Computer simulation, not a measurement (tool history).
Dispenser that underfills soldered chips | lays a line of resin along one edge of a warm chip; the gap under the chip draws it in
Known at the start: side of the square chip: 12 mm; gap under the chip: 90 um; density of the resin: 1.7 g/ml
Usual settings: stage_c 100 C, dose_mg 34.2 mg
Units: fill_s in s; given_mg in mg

run	hour	stage_c	dose_mg	fill_s	given_mg
1	0.0	100	34.2	95.0	32.91
2	7.0	100	34.2	134.5	32.33
# hour 8.0: new syringe of resin
# hour 9.5: dispensing valve cleaned and set on the balance
3	14.5	100	34.2	110.2	34.02
# hour 19.3: new syringe of resin
4	23.5	100	34.2	105.6	34.09
# hour 29.8: new syringe of resin
5	30.0	100	34.2	86.0	34.05
6	34.2	100	34.2	105.3	34.06
7	38.2	100	34.2	129.5	34.02
# hour 39.8: new syringe of resin
8	45.0	100	34.2	109.0	33.76
9	48.9	100	34.2	134.5	33.66
# hour 50.0: new syringe of resin
10	57.7	100	34.2	125.6	33.89
# hour 60.3: new syringe of resin
11	64.5	100	32.9	104.8	32.55
# hour 70.4: new syringe of resin
12	71.1	100	32.9	90.7	32.45
# hour 80.3: new syringe of resin
13	80.3	100	32.9	84.9	32.30
14	87.2	100	32.9	118.3	32.39
# hour 90.1: new syringe of resin
15	91.9	100	32.9	90.9	32.07
# hour 100.2: new syringe of resin
16	101.0	100	32.9	88.8	32.18
17	106.6	100	39.9	115.1	38.88
# hour 110.1: new syringe of resin
18	115.7	100	39.9	111.4	38.58
# hour 120.3: new syringe of resin
19	120.4	104	34.2	75.7	33.08
20	129.4	93	41.8	179.7	40.55
# hour 130.3: new syringe of resin
21	136.4	93	41.8	152.5	40.23
# hour 140.4: new syringe of resin
22	141.4	98	31.7	100.0	30.67
23	147.3	98	31.7	132.6	30.47

Run 24 comes next. What will it give?
# hour 150.3: new syringe of resin
24	154.2	92	29.2	?	?

{"run 24": {"fill_s": 144.9, "given_mg": 28.08}}
Without the tool's hidden state the same run would have given fill_s 111.0 s, given_mg 29.29 mg.
